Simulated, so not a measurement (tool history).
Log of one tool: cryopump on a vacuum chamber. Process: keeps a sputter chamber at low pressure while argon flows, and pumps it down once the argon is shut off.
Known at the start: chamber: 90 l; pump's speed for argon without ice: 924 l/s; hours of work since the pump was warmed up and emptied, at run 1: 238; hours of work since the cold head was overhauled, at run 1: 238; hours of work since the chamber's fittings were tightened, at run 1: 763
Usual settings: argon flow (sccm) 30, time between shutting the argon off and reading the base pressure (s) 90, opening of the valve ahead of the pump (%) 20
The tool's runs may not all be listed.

run   hour  argon flow (sccm)  time between shutting the argon off and reading the base pressure (s)  opening of the valve ahead of the pump (%)  hours of work since the pump was warmed up and emptied  hours of work since the cold head was overhauled  hours of work since the chamber's fittings were tightened  pressure while argon flows (Pa)  pressure after the wait (uPa)
  1    0.0                 30                                                                     90                                          20                                                     238                                               238                                                        763                           0.2763                           2.44
  2   13.0                 30                                                                     23                                          20                                                     244                                               244                                                        769                           0.2768                           5.24
  3   26.3                 30                                                                     23                                          20                                                     249                                               249                                                        774                           0.2800                           5.35
  4   39.3                 30                                                                     23                                          20                                                     255                                               255                                                        780                           0.2778                           5.47
  5   53.9                 30                                                                     23                                          20                                                     261                                               261                                                        786                           0.2778                           5.39
  6   68.0                 30                                                                     23                                          20                                                     267                                               267                                                        792                           0.2779                           5.46
  7   77.6                 30                                                                     90                                          20                                                     271                                               271                                                        796                           0.2758                           2.54
  8   90.5                 30                                                                     90                                          20                                                     276                                               276                                                        801                           0.2768                           2.49
  9  103.2                 30                                                                    195                                          24                                                     282                                               282                                                        807                           0.2334                           2.07
 10  115.8                 30                                                                    195                                          24                                                     287                                               287                                                        812                           0.2328                           1.94
 11  128.5                 30                                                                    195                                          24                                                     292                                               292                                                        817                           0.2301                           2.07
 12  136.8                 30                                                                    195                                          24                                                     296                                               296                                                        821                           0.2299                           2.02
 13  147.9                 42                                                                     90                                          20                                                     300                                               300                                                        825                           0.3882                           2.54
 14  161.6                 42                                                                     90                                          20                                                     306                                               306                                                        831                           0.3872                           2.57
 15  174.2                 23                                                                     95                                          20                                                     311                                               311                                                        837                           0.2130                           2.48
 16  187.2                 23                                                                     95                                          20                                                     317                                               317                                                        842                           0.2122                           2.53

Measured less the same run without the tool's hidden state. The same run-to-run variation is in both; the gauge's scatter may not be:
The hidden state here: pump's speed, % of a pump's without ice; cold plate's temperature, K; leak into the chamber, uPa l/s; drift of the gauge itself on working_pa, %; drift of the gauge itself on base_upa, %.
run  pressure while argon flows (Pa)  pressure after the wait (uPa)
  1                          +0.0021                          +1.12
  2                          +0.0022                          +1.12
  3                          +0.0022                          +1.13
  4                          +0.0022                          +1.17
  5                          +0.0023                          +1.16
  6                          +0.0023                          +1.19
  7                          +0.0024                          +1.21
  8                          +0.0025                          +1.19
  9                          +0.0025                          +1.24
 10                          +0.0025                          +1.21
 11                          +0.0026                          +1.26
 12                          +0.0026                          +1.24
 13                          +0.0037                          +1.24
 14                          +0.0038                          +1.23
 15                          +0.0021                          +1.26
 16                          +0.0021                          +1.28

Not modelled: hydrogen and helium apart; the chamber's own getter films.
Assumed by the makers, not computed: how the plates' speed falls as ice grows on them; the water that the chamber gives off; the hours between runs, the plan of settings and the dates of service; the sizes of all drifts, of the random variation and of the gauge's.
